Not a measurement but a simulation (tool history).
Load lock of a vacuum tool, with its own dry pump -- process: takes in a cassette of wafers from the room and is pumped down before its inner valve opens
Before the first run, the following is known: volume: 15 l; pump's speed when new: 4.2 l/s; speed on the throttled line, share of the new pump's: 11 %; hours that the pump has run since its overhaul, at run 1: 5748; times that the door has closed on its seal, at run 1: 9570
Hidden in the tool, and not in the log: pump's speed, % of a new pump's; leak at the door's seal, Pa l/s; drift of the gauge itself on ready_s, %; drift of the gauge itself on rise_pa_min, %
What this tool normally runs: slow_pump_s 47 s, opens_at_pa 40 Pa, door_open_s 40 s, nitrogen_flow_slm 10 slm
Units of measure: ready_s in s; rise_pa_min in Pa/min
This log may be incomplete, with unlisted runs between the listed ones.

| run | hour | slow_pump_s | opens_at_pa | door_open_s | nitrogen_flow_slm | hours that the pump has run since its overhaul | times that the door has closed on its seal | incoming humidity of the room's air, % | ready_s | rise_pa_min |
|---|---|---|---|---|---|---|---|---|---|---|
| 1 | 0.0 | 47 | 40 | 40 | 10 | 5748 | 9570 | 46.9 | 71.4 | 0.091 |
| 2 | 123.8 | 47 | 40 | 169 | 10 | 5872 | 10006 | 46.6 | 71.4 | 0.174 |
| 3 | 227.5 | 47 | 40 | 40 | 10 | 5976 | 10372 | 47.6 | 71.4 | 0.094 |
| 4 | 361.5 | 47 | 40 | 40 | 35 | 6110 | 10844 | 46.8 | 71.4 | 0.078 |
| 5 | 434.3 | 47 | 40 | 40 | 35 | 6182 | 11100 | 43.5 | 71.6 | 0.074 |
| 6 | 568.6 | 47 | 40 | 40 | 35 | 6317 | 11573 | 45.1 | 71.5 | 0.076 |
| 7 | 666.7 | 47 | 40 | 40 | 10 | 6415 | 11919 | 43.3 | 71.6 | 0.093 |
| 8 | 731.7 | 62 | 40 | 40 | 10 | 6480 | 12148 | 43.0 | 84.9 | 0.097 |
| 9 | 868.5 | 44 | 42 | 66 | 18 | 6617 | 12630 | 41.3 | 68.8 | 0.102 |
| 10 | 978.0 | 44 | 42 | 66 | 18 | 6726 | 13015 | 46.2 | 68.5 | 0.118 |
| 11 | 1101.3 | 44 | 36 | 66 | 27 | 6849 | 13450 | 44.0 | 69.4 | 0.100 |
| 12 | 1214.3 | 44 | 36 | 66 | 27 | 6962 | 13848 | 46.6 | 69.5 | 0.111 |
| 13 | 1281.8 | 44 | 36 | 66 | 27 | 7030 | 14085 | 41.2 | 69.3 | 0.104 |

3 ways to go on from here, each from the tool as it stands after run 13. What would each give?
| A | 1415.1 | 44 | 36 | 66 | 18 | 7163 | 14555 | 43.7 | ? | ? |
| B | 1415.1 | 84 | 36 | 140 | 9 | 7163 | 14555 | 44.6 | ? | ? |
| C | 1415.1 | 44 | 36 | 60 | 14 | 7163 | 14555 | 45.7 | ? | ? |

| run | ready_s | rise_pa_min |
|---|---|---|
| A | 69.4 | 0.118 |
| B | 104.5 | 0.175 |
| C | 69.3 | 0.117 |
The same runs, with their run-to-run variation unchanged, on a tool lacking any hidden condition would have given:
| run | ready_s | rise_pa_min |
|---|---|---|
| A | 67.8 | 0.068 |
| B | 103.2 | 0.125 |
| C | 67.8 | 0.066 |
